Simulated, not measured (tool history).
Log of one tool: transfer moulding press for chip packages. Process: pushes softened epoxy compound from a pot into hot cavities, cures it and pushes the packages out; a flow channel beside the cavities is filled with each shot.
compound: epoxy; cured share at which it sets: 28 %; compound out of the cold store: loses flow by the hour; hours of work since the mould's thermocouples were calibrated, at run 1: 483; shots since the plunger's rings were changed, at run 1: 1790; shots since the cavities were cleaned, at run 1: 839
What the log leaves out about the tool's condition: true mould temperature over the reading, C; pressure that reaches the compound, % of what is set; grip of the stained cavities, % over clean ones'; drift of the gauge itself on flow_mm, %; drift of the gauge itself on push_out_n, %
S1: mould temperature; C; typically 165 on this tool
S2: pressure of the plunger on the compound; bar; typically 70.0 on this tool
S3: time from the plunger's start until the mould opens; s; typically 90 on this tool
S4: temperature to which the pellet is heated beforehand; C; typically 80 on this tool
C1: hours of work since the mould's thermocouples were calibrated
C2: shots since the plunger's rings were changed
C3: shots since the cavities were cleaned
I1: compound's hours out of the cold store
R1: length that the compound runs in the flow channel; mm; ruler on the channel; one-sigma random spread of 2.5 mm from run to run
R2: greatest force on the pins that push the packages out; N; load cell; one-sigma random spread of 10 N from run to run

{"run": 1, "hour": 0.0, "S1": 165, "S2": 70.0, "S3": 90, "S4": 80, "C1": 483, "C2": 1790, "C3": 839, "I1": 37.0, "R1": 931, "R2": 803}
{"hour": 14.7, "done": "cavities cleaned with cleaning compound and waxed"}
{"run": 2, "hour": 31.6, "S1": 165, "S2": 70.0, "S3": 90, "S4": 80, "C1": 500, "C2": 2106, "C3": 177, "I1": 13.4, "R1": 994, "R2": 639}
{"run": 3, "hour": 54.5, "S1": 165, "S2": 70.0, "S3": 90, "S4": 80, "C1": 514, "C2": 2347, "C3": 418, "I1": 45.7, "R1": 893, "R2": 726}
{"run": 4, "hour": 92.5, "S1": 165, "S2": 70.0, "S3": 90, "S4": 80, "C1": 536, "C2": 2745, "C3": 816, "I1": 44.1, "R1": 898, "R2": 777}
{"hour": 107.7, "done": "cavities cleaned with cleaning compound and waxed"}
{"hour": 118.2, "done": "plunger's sealing rings changed"}
{"run": 5, "hour": 130.6, "S1": 165, "S2": 70.0, "S3": 90, "S4": 80, "C1": 555, "C2": 131, "C3": 215, "I1": 25.6, "R1": 992, "R2": 644}
{"run": 6, "hour": 157.2, "S1": 165, "S2": 70.0, "S3": 90, "S4": 80, "C1": 571, "C2": 410, "C3": 494, "I1": 32.6, "R1": 965, "R2": 737}
{"run": 7, "hour": 196.3, "S1": 165, "S2": 70.0, "S3": 112, "S4": 80, "C1": 593, "C2": 820, "C3": 904, "I1": 40.8, "R1": 936, "R2": 651}
{"hour": 204.3, "done": "cavities cleaned with cleaning compound and waxed"}
{"run": 8, "hour": 228.3, "S1": 165, "S2": 70.0, "S3": 112, "S4": 80, "C1": 611, "C2": 1141, "C3": 252, "I1": 19.7, "R1": 996, "R2": 532}
{"run": 9, "hour": 246.9, "S1": 165, "S2": 70.0, "S3": 112, "S4": 80, "C1": 622, "C2": 1337, "C3": 448, "I1": 17.2, "R1": 1000, "R2": 611}
{"run": 10, "hour": 279.3, "S1": 165, "S2": 70.0, "S3": 112, "S4": 80, "C1": 641, "C2": 1676, "C3": 787, "I1": 33.3, "R1": 943, "R2": 676}
{"hour": 297.8, "done": "cavities cleaned with cleaning compound and waxed"}
{"run": 11, "hour": 299.4, "S1": 165, "S2": 70.0, "S3": 112, "S4": 80, "C1": 651, "C2": 1871, "C3": 16, "I1": 8.4, "R1": 1020, "R2": 400}
{"run": 12, "hour": 320.4, "S1": 158, "S2": 70.0, "S3": 90, "S4": 80, "C1": 663, "C2": 2092, "C3": 237, "I1": 29.8, "R1": 989, "R2": 1149}
{"run": 13, "hour": 343.4, "S1": 158, "S2": 70.0, "S3": 90, "S4": 80, "C1": 677, "C2": 2334, "C3": 479, "I1": 30.7, "R1": 976, "R2": 1339}
{"run": 14, "hour": 376.8, "S1": 165, "S2": 70.0, "S3": 90, "S4": 80, "C1": 696, "C2": 2685, "C3": 830, "I1": 45.4, "R1": 896, "R2": 787}
{"hour": 390.4, "done": "cavities cleaned with cleaning compound and waxed"}
{"hour": 407.4, "done": "plunger's sealing rings changed"}
{"run": 15, "hour": 418.7, "S1": 165, "S2": 56.4, "S3": 90, "S4": 86, "C1": 718, "C2": 120, "C3": 271, "I1": 19.7, "R1": 907, "R2": 689}
{"run": 16, "hour": 441.4, "S1": 168, "S2": 76.8, "S3": 110, "S4": 74, "C1": 731, "C2": 358, "C3": 509, "I1": 8.2, "R1": 1075, "R2": 578}
{"run": 17, "hour": 479.2, "S1": 169, "S2": 76.8, "S3": 71, "S4": 74, "C1": 753, "C2": 755, "C3": 906, "I1": 8.7, "R1": 1065, "R2": 1128}
{"hour": 485.6, "done": "cavities cleaned with cleaning compound and waxed"}
{"run": 18, "hour": 515.3, "S1": 167, "S2": 76.8, "S3": 97, "S4": 74, "C1": 773, "C2": 1118, "C3": 312, "I1": 40.3, "R1": 972, "R2": 594}
{"run": 19, "hour": 538.9, "S1": 167, "S2": 76.8, "S3": 97, "S4": 74, "C1": 787, "C2": 1366, "C3": 560, "I1": 21.7, "R1": 1022, "R2": 661}
{"hour": 543.0, "done": "mould's thermocouples calibrated"}
{"run": 20, "hour": 561.7, "S1": 165, "S2": 67.2, "S3": 90, "S4": 87, "C1": 11, "C2": 1584, "C3": 778, "I1": 46.6, "R1": 880, "R2": 736}
{"hour": 582.4, "done": "cavities cleaned with cleaning compound and waxed"}
{"run": 21, "hour": 585.0, "S1": 165, "S2": 77.7, "S3": 96, "S4": 77, "C1": 23, "C2": 1813, "C3": 27, "I1": 29.5, "R1": 998, "R2": 453}
{"run": 22, "hour": 609.1, "S1": 171, "S2": 54.5, "S3": 96, "S4": 73, "C1": 37, "C2": 2066, "C3": 280, "I1": 35.1, "R1": 799, "R2": 513}
{"run": 23, "hour": 632.7, "S1": 159, "S2": 70.0, "S3": 90, "S4": 74, "C1": 51, "C2": 2315, "C3": 529, "I1": 18.7, "R1": 1004, "R2": 1184}
{"run": 24, "hour": 650.2, "S1": 159, "S2": 70.0, "S3": 90, "S4": 74, "C1": 61, "C2": 2498, "C3": 712, "I1": 28.7, "R1": 975, "R2": 1204}
{"hour": 676.1, "done": "cavities cleaned with cleaning compound and waxed"}
{"run": 25, "hour": 682.7, "S1": 159, "S2": 70.0, "S3": 90, "S4": 74, "C1": 79, "C2": 2824, "C3": 69, "I1": 13.9, "R1": 1012, "R2": 828}
{"hour": 700.3, "done": "plunger's sealing rings changed"}
{"run": 26, "hour": 710.0, "S1": 159, "S2": 70.0, "S3": 90, "S4": 74, "C1": 94, "C2": 101, "C3": 329, "I1": 8.6, "R1": 1078, "R2": 1105}
{"run": 27, "hour": 741.7, "S1": 159, "S2": 70.0, "S3": 90, "S4": 74, "C1": 112, "C2": 434, "C3": 662, "I1": 19.4, "R1": 1032, "R2": 1189}
{"run": 28, "hour": 768.9, "S1": 159, "S2": 70.0, "S3": 90, "S4": 74, "C1": 128, "C2": 720, "C3": 948, "I1": 26.2, "R1": 1007, "R2": 1263}

How the hidden state differs across the entries between the runs, from the last listed run before each to the first after it:
After run 1, before run 2: cavities cleaned with cleaning compound and waxed (hour 14.7)
  true mould temperature over the reading, C: -0.98 -> -1.02; pressure that reaches the compound, % of what is set: 93.71 -> 92.84; grip of the stained cavities, % over clean ones': 71.2 -> 30.1
  measured less the result without the state, R1: -26 -> -33 mm; R2: +357 -> +179 N
After run 4, before run 5: cavities cleaned with cleaning compound and waxed (hour 107.7); plunger's sealing rings changed (hour 118.2)
  true mould temperature over the reading, C: -1.09 -> -1.14; pressure that reaches the compound, % of what is set: 90.89 -> 99.48; grip of the stained cavities, % over clean ones': 68.7 -> 34
  measured less the result without the state, R1: -39 -> +3 mm; R2: +342 -> +195 N
After run 7, before run 8: cavities cleaned with cleaning compound and waxed (hour 204.3)
  true mould temperature over the reading, C: -1.21 -> -1.26; pressure that reaches the compound, % of what is set: 97.44 -> 96.42; grip of the stained cavities, % over clean ones': 71 -> 39.5
  measured less the result without the state, R1: -7 -> -12 mm; R2: +279 -> +161 N
After run 10, before run 11: cavities cleaned with cleaning compound and waxed (hour 297.8)
  true mould temperature over the reading, C: -1.32 -> -1.34; pressure that reaches the compound, % of what is set: 94.84 -> 94.18; grip of the stained cavities, % over clean ones': 68.7 -> 4.3
  measured less the result without the state, R1: -19 -> -24 mm; R2: +284 -> +27 N
After run 14, before run 15: cavities cleaned with cleaning compound and waxed (hour 390.4); plunger's sealing rings changed (hour 407.4)
  true mould temperature over the reading, C: -1.44 -> -1.49; pressure that reaches the compound, % of what is set: 91.7 -> 99.57; grip of the stained cavities, % over clean ones': 69.6 -> 39.9
  measured less the result without the state, R1: -33 -> +4 mm; R2: +359 -> +239 N
After run 17, before run 18: cavities cleaned with cleaning compound and waxed (hour 485.6)
  true mould temperature over the reading, C: -1.56 -> -1.61; pressure that reaches the compound, % of what is set: 97.58 -> 96.41; grip of the stained cavities, % over clean ones': 70.4 -> 45.3
  measured less the result without the state, R1: -6 -> -11 mm; R2: +541 -> +203 N
After run 19, before run 20: mould's thermocouples calibrated (hour 543.0)
  true mould temperature over the reading, C: -1.64 -> 0.06; pressure that reaches the compound, % of what is set: 95.63 -> 95.05; grip of the stained cavities, % over clean ones': 60.7 -> 68.4
  measured less the result without the state, R1: -15 -> -23 mm; R2: +272 -> +296 N
After run 20, before run 21: cavities cleaned with cleaning compound and waxed (hour 582.4)
  true mould temperature over the reading, C: 0.06 -> 0.03; pressure that reaches the compound, % of what is set: 95.05 -> 94.39; grip of the stained cavities, % over clean ones': 68.4 -> 6.2
  measured less the result without the state, R1: -23 -> -29 mm; R2: +296 -> +25 N
After run 24, before run 25: cavities cleaned with cleaning compound and waxed (hour 676.1)
  true mould temperature over the reading, C: -0.04 -> -0.08; pressure that reaches the compound, % of what is set: 92.21 -> 91.21; grip of the stained cavities, % over clean ones': 66.1 -> 12.3
  measured less the result without the state, R1: -40 -> -47 mm; R2: +483 -> +96 N
After run 25, before run 26: plunger's sealing rings changed (hour 700.3)
  true mould temperature over the reading, C: -0.08 -> -0.11; pressure that reaches the compound, % of what is set: 91.21 -> 99.63; grip of the stained cavities, % over clean ones': 12.3 -> 45
  measured less the result without the state, R1: -47 -> -2 mm; R2: +96 -> +354 N
